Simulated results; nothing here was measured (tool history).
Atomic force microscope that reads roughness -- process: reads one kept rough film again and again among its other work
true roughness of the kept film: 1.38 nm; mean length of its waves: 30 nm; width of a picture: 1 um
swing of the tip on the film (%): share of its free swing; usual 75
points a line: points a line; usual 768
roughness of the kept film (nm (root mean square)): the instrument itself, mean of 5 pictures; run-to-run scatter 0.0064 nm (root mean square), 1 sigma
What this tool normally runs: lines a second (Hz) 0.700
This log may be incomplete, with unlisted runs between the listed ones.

run,hour,lines a second (Hz),swing of the tip on the film (%),points a line,roughness of the kept film (nm (root mean square))
1,0.0,0.700,75,768,1.259
2,8.6,0.700,75,478,1.246
# hour 9.7: new tip fitted
3,17.4,0.700,75,478,1.263
4,23.6,0.700,75,478,1.258
5,28.2,0.819,75,768,1.245
6,34.7,0.819,75,768,1.252
7,44.5,0.819,75,768,1.247
8,53.1,0.819,75,768,1.248
9,59.8,0.819,75,768,1.258
10,64.8,0.819,78,768,1.240
11,68.9,0.819,78,768,1.239
12,75.9,2.248,75,768,1.180
13,85.2,0.600,84,803,1.245
14,94.4,2.221,84,325,1.113
15,103.0,2.221,84,325,1.102
16,107.1,0.695,88,325,1.211
17,112.6,0.700,75,935,1.247
# hour 117.0: new tip fitted
18,117.1,0.599,79,543,1.258
19,124.7,0.599,79,543,1.255
20,129.8,0.599,79,543,1.251
21,138.5,1.405,79,612,1.206
22,144.7,1.405,79,612,1.204

Alternative continuations, all from the tool just after run 22; predict every row:
A,151.4,0.700,90,768,?
B,151.4,3.091,75,768,?
C,151.4,0.711,58,698,?
D,151.4,2.713,75,727,?

run,roughness of the kept film (nm (root mean square))
A,1.224
B,1.147
C,1.284
D,1.153
The same runs, with their run-to-run variation unchanged, on a tool lacking any hidden condition would have given:
run,roughness of the kept film (nm (root mean square))
A,1.226
B,1.149
C,1.286
D,1.154
